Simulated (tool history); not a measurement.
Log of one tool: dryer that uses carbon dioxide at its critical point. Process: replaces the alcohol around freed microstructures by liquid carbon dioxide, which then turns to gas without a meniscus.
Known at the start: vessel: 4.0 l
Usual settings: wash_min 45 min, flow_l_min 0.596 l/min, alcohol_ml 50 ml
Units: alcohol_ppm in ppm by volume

Run 1, hour 0: usual settings. Result: alcohol_ppm 317 ppm by volume.
Run 2, hour 24.5: usual settings. Result: alcohol_ppm 333 ppm by volume.
Run 3, hour 52.2: usual settings. Result: alcohol_ppm 343 ppm by volume.
Run 4, hour 84: usual settings. Result: alcohol_ppm 329 ppm by volume.
Run 5, hour 113: usual settings. Result: alcohol_ppm 326 ppm by volume.
Run 6, hour 155.4: usual settings but alcohol_ml 52 ml. Result: alcohol_ppm 63 ppm by volume.
Run 7, hour 194.8: usual settings but alcohol_ml 66 ml. Result: alcohol_ppm 99 ppm by volume.
Run 8, hour 224.2: usual settings but alcohol_ml 66 ml. Result: alcohol_ppm 106 ppm by volume.
Run 9, hour 263.5: usual settings but alcohol_ml 66 ml. Result: alcohol_ppm 112 ppm by volume.
Run 10, hour 306.2: usual settings but alcohol_ml 66 ml. Result: alcohol_ppm 77 ppm by volume.
Run 11, hour 329.3: usual settings but wash_min 68 min, alcohol_ml 66 ml. Result: alcohol_ppm 45 ppm by volume.
Run 12, hour 358.7: usual settings but wash_min 57 min. Result: alcohol_ppm 61 ppm by volume.
Run 13, hour 385.6: usual settings but wash_min 57 min. Result: alcohol_ppm 72 ppm by volume.
Run 14, hour 422.7: usual settings but flow_l_min 0.592 l/min. Result: alcohol_ppm 111 ppm by volume.
Run 15, hour 456.2: usual settings but flow_l_min 0.592 l/min. Result: alcohol_ppm 131 ppm by volume.
Run 16, hour 477.9: usual settings but flow_l_min 0.592 l/min. Result: alcohol_ppm 141 ppm by volume.
Run 17, hour 506.5: usual settings but alcohol_ml 45 ml. Result: alcohol_ppm 142 ppm by volume.
Run 18, hour 544: usual settings but alcohol_ml 45 ml. Result: alcohol_ppm 110 ppm by volume.
Run 19, hour 581.6: usual settings but alcohol_ml 45 ml. Result: alcohol_ppm 132 ppm by volume.
Run 20, hour 616.9: usual settings but alcohol_ml 64 ml. Result: alcohol_ppm 159 ppm by volume.
Run 21, hour 657.9: usual settings. Result: alcohol_ppm 165 ppm by volume.
Run 22, hour 692.3: usual settings. Result: alcohol_ppm 175 ppm by volume.
Run 23, hour 719.2: usual settings but flow_l_min 0.825 l/min. Result: alcohol_ppm 126 ppm by volume.
Run 24, hour 749.2: usual settings but flow_l_min 0.825 l/min. Result: alcohol_ppm 135 ppm by volume.
Run 25, hour 778: usual settings but flow_l_min 0.813 l/min. Result: alcohol_ppm 132 ppm by volume.
Run 26, hour 802.8: usual settings but flow_l_min 0.813 l/min. Result: alcohol_ppm 138 ppm by volume.
Run 27, hour 836.5: usual settings but alcohol_ml 94 ml. Result: alcohol_ppm 239 ppm by volume.
Run 28, hour 870.6: usual settings but wash_min 32 min, flow_l_min 0.461 l/min, alcohol_ml 52 ml. Result: alcohol_ppm 819 ppm by volume.
Run 29, hour 911.2: usual settings but wash_min 60 min, alcohol_ml 26 ml. Result: alcohol_ppm 152 ppm by volume.
Run 30, hour 952.3: usual settings but wash_min 60 min, alcohol_ml 26 ml. Result: alcohol_ppm 176 ppm by volume.
Run 31, hour 973.1: usual settings but wash_min 57 min, flow_l_min 0.84 l/min, alcohol_ml 95 ml. Result: alcohol_ppm 174 ppm by volume.
Run 32, hour 995.5: usual settings but wash_min 46 min, flow_l_min 0.895 l/min, alcohol_ml 31 ml. Result: alcohol_ppm 177 ppm by volume.
Run 33, hour 1027.5: usual settings but wash_min 69 min, flow_l_min 0.895 l/min. Result: alcohol_ppm 176 ppm by volume.
Run 34, hour 1067.7: usual settings but wash_min 69 min, flow_l_min 0.895 l/min. Result: alcohol_ppm 183 ppm by volume.
Run 35, hour 1084.9: usual settings but wash_min 38 min, flow_l_min 0.937 l/min, alcohol_ml 110 ml. Result: alcohol_ppm 204 ppm by volume.
Run 36, hour 1114.7: usual settings but wash_min 38 min, flow_l_min 0.937 l/min, alcohol_ml 110 ml. Result: alcohol_ppm 208 ppm by volume.
Run 37, hour 1146.3: usual settings but wash_min 70 min, flow_l_min 0.462 l/min, alcohol_ml 34 ml. Result: alcohol_ppm 220 ppm by volume.
Run 38, hour 1187.2: usual settings but wash_min 28 min, flow_l_min 0.69 l/min, alcohol_ml 111 ml. Result: alcohol_ppm 879 ppm by volume.
Run 39, hour 1209.5: usual settings but wash_min 71 min, flow_l_min 0.521 l/min, alcohol_ml 85 ml. Result: alcohol_ppm 215 ppm by volume.
Run 40, hour 1250.2: usual settings but wash_min 71 min, flow_l_min 0.521 l/min, alcohol_ml 85 ml. Result: alcohol_ppm 231 ppm by volume.
Run 41, hour 1286.5: usual settings but wash_min 71 min, flow_l_min 0.521 l/min, alcohol_ml 85 ml. Result: alcohol_ppm 231 ppm by volume.
Run 42, hour 1326: usual settings but wash_min 59 min, flow_l_min 0.469 l/min, alcohol_ml 74 ml. Result: alcohol_ppm 309 ppm by volume.
Run 43, hour 1352.2: usual settings but wash_min 59 min, flow_l_min 0.469 l/min, alcohol_ml 74 ml. Result: alcohol_ppm 316 ppm by volume.
Run 44, hour 1386.1: usual settings but wash_min 59 min, flow_l_min 0.777 l/min, alcohol_ml 74 ml. Result: alcohol_ppm 248 ppm by volume.
Run 45, hour 1420.1: usual settings but wash_min 46 min, flow_l_min 0.58 l/min, alcohol_ml 47 ml. Result: alcohol_ppm 292 ppm by volume.
Run 46, hour 1444.4: usual settings but wash_min 33 min, flow_l_min 0.785 l/min, alcohol_ml 36 ml. Result: alcohol_ppm 292 ppm by volume.
Run 47, hour 1483.8: usual settings but wash_min 60 min, flow_l_min 0.785 l/min, alcohol_ml 23 ml. Result: alcohol_ppm 260 ppm by volume.

Taken out of this log: 8 entries between the listed runs. Where each belongs, and how the hidden state differs across it:
Between runs 3 and 4: inlet filter changed (hour 71.2)
  flow that reaches the vessel past the clogged filter, %: 90.9 -> 98.2; alcohol in the recycled carbon dioxide, ppm: 277.4 -> 283.9
  measured less the result without the state, alcohol_ppm: +299 -> +284 ppm by volume
Between runs 5 and 6: purifier's bed changed (hour 149.6)
  flow that reaches the vessel past the clogged filter, %: 96.9 -> 95.1; alcohol in the recycled carbon dioxide, ppm: 289.1 -> 6.8
  measured less the result without the state, alcohol_ppm: +287 -> +15 ppm by volume
Between runs 9 and 10: inlet filter changed (hour 299.1)
  flow that reaches the vessel past the clogged filter, %: 90.1 -> 99.4; alcohol in the recycled carbon dioxide, ppm: 28.5 -> 36.7
  measured less the result without the state, alcohol_ppm: +63 -> +32 ppm by volume
Between runs 17 and 18: inlet filter changed (hour 522.3)
  flow that reaches the vessel past the clogged filter, %: 90.2 -> 98.8; alcohol in the recycled carbon dioxide, ppm: 76 -> 83
  measured less the result without the state, alcohol_ppm: +98 -> +81 ppm by volume
Between runs 23 and 24: inlet filter changed (hour 746)
  flow that reaches the vessel past the clogged filter, %: 90.8 -> 98.9; alcohol in the recycled carbon dioxide, ppm: 116 -> 121.8
  measured less the result without the state, alcohol_ppm: +115 -> +119 ppm by volume
Between runs 30 and 31: inlet filter changed (hour 969.6)
  flow that reaches the vessel past the clogged filter, %: 89.4 -> 99.5; alcohol in the recycled carbon dioxide, ppm: 163.2 -> 167
  measured less the result without the state, alcohol_ppm: +166 -> +165 ppm by volume
Between runs 38 and 39: inlet filter changed (hour 1194.8)
  flow that reaches the vessel past the clogged filter, %: 89.8 -> 98.6; alcohol in the recycled carbon dioxide, ppm: 209.4 -> 213.2
  measured less the result without the state, alcohol_ppm: +434 -> +205 ppm by volume
Between runs 44 and 45: inlet filter changed (hour 1417.8)
  flow that reaches the vessel past the clogged filter, %: 90.2 -> 99.7; alcohol in the recycled carbon dioxide, ppm: 248 -> 254
  measured less the result without the state, alcohol_ppm: +243 -> +249 ppm by volume
